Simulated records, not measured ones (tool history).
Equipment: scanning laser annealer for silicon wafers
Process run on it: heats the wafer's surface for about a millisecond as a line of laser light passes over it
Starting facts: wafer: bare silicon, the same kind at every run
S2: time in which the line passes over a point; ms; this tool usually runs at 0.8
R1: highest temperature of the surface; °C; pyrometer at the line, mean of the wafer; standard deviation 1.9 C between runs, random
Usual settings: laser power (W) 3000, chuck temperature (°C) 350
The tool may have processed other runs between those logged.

{"run": 1, "hour": 0.0, "laser power (W)": 3000, "S2": 0.8, "chuck temperature (°C)": 350, "R1": 1161}
{"run": 2, "hour": 23.1, "laser power (W)": 3000, "S2": 0.8, "chuck temperature (°C)": 350, "R1": 1165}
{"run": 3, "hour": 64.8, "laser power (W)": 2938, "S2": 0.8, "chuck temperature (°C)": 350, "R1": 1143}
{"run": 4, "hour": 84.9, "laser power (W)": 3000, "S2": 0.8, "chuck temperature (°C)": 350, "R1": 1165}
{"run": 5, "hour": 130.5, "laser power (W)": 3000, "S2": 0.8, "chuck temperature (°C)": 350, "R1": 1163}
{"run": 6, "hour": 158.3, "laser power (W)": 3000, "S2": 0.8, "chuck temperature (°C)": 311, "R1": 1122}
{"run": 7, "hour": 187.2, "laser power (W)": 3000, "S2": 0.8, "chuck temperature (°C)": 311, "R1": 1121}
{"run": 8, "hour": 213.6, "laser power (W)": 3000, "S2": 0.96, "chuck temperature (°C)": 350, "R1": 1235}
{"run": 9, "hour": 244.3, "laser power (W)": 3000, "S2": 0.8, "chuck temperature (°C)": 352, "R1": 1164}
{"run": 10, "hour": 283.9, "laser power (W)": 3000, "S2": 0.8, "chuck temperature (°C)": 364, "R1": 1175}
{"run": 11, "hour": 329.0, "laser power (W)": 3000, "S2": 0.8, "chuck temperature (°C)": 364, "R1": 1177}
{"run": 12, "hour": 355.6, "laser power (W)": 3000, "S2": 0.8, "chuck temperature (°C)": 364, "R1": 1177}
{"run": 13, "hour": 379.5, "laser power (W)": 3000, "S2": 0.8, "chuck temperature (°C)": 350, "R1": 1162}
{"run": 14, "hour": 419.4, "laser power (W)": 3000, "S2": 0.923, "chuck temperature (°C)": 350, "R1": 1216}
{"run": 15, "hour": 466.5, "laser power (W)": 3000, "S2": 0.872, "chuck temperature (°C)": 350, "R1": 1195}
{"run": 16, "hour": 505.6, "laser power (W)": 3000, "S2": 0.8, "chuck temperature (°C)": 350, "R1": 1165}
{"run": 17, "hour": 533.8, "laser power (W)": 3000, "S2": 0.8, "chuck temperature (°C)": 350, "R1": 1159}
{"run": 18, "hour": 554.4, "laser power (W)": 3000, "S2": 0.8, "chuck temperature (°C)": 350, "R1": 1161}
{"run": 19, "hour": 596.8, "laser power (W)": 3000, "S2": 0.8, "chuck temperature (°C)": 350, "R1": 1160}
{"run": 20, "hour": 622.6, "laser power (W)": 3000, "S2": 0.65, "chuck temperature (°C)": 350, "R1": 1084}
{"run": 21, "hour": 664.3, "laser power (W)": 3000, "S2": 0.65, "chuck temperature (°C)": 350, "R1": 1089}
{"run": 22, "hour": 700.1, "laser power (W)": 3000, "S2": 0.65, "chuck temperature (°C)": 367, "R1": 1103}
{"run": 23, "hour": 740.0, "laser power (W)": 2698, "S2": 0.916, "chuck temperature (°C)": 380, "R1": 1143}
{"run": 24, "hour": 759.8, "laser power (W)": 2698, "S2": 0.916, "chuck temperature (°C)": 380, "R1": 1147}
{"run": 25, "hour": 798.1, "laser power (W)": 2805, "S2": 0.692, "chuck temperature (°C)": 388, "R1": 1089}
{"run": 26, "hour": 831.1, "laser power (W)": 2805, "S2": 0.956, "chuck temperature (°C)": 388, "R1": 1203}
{"run": 27, "hour": 878.0, "laser power (W)": 2805, "S2": 0.956, "chuck temperature (°C)": 388, "R1": 1199}
{"run": 28, "hour": 910.7, "laser power (W)": 3000, "S2": 0.8, "chuck temperature (°C)": 362, "R1": 1176}
{"run": 29, "hour": 942.0, "laser power (W)": 3000, "S2": 0.8, "chuck temperature (°C)": 362, "R1": 1173}
{"run": 30, "hour": 977.3, "laser power (W)": 3117, "S2": 0.605, "chuck temperature (°C)": 338, "R1": 1085}
{"run": 31, "hour": 1002.9, "laser power (W)": 2979, "S2": 0.693, "chuck temperature (°C)": 351, "R1": 1106}
{"run": 32, "hour": 1043.2, "laser power (W)": 2639, "S2": 0.97, "chuck temperature (°C)": 350, "R1": 1114}
{"run": 33, "hour": 1077.0, "laser power (W)": 3000, "S2": 0.97, "chuck temperature (°C)": 350, "R1": 1233}
{"run": 34, "hour": 1117.4, "laser power (W)": 3000, "S2": 0.97, "chuck temperature (°C)": 350, "R1": 1237}
{"run": 35, "hour": 1151.9, "laser power (W)": 3021, "S2": 0.723, "chuck temperature (°C)": 346, "R1": 1129}
{"run": 36, "hour": 1185.2, "laser power (W)": 3021, "S2": 0.723, "chuck temperature (°C)": 346, "R1": 1127}
{"run": 37, "hour": 1224.7, "laser power (W)": 3021, "S2": 0.723, "chuck temperature (°C)": 346, "R1": 1129}
{"run": 38, "hour": 1272.5, "laser power (W)": 3021, "S2": 0.723, "chuck temperature (°C)": 346, "R1": 1126}
{"run": 39, "hour": 1313.7, "laser power (W)": 3021, "S2": 0.723, "chuck temperature (°C)": 346, "R1": 1126}
{"run": 40, "hour": 1348.0, "laser power (W)": 2558, "S2": 0.602, "chuck temperature (°C)": 389, "R1": 983}
{"run": 41, "hour": 1379.2, "laser power (W)": 3000, "S2": 0.912, "chuck temperature (°C)": 374, "R1": 1238}

Missing from the log above: 4 entries noted between runs. For each, name the pair of listed runs it sits between and say how the tool's hidden condition differs from the listed run just before to the listed run just after:
Logged between run 13 and run 14: window over the wafer cleaned (hour 388.4)
  light that passes the window, % of a clean one's: 99.97 -> 99.99
Logged between run 25 and run 26: window over the wafer cleaned (hour 809.8)
  light that passes the window, % of a clean one's: 99.97 -> 100
Logged between run 29 and run 30: optics aligned, line set to its width (hour 958)
  width of the line over the set one, %: 0.06 -> 0.01
Logged between run 37 and run 38: window over the wafer cleaned (hour 1234.9)
  light that passes the window, % of a clean one's: 99.97 -> 100
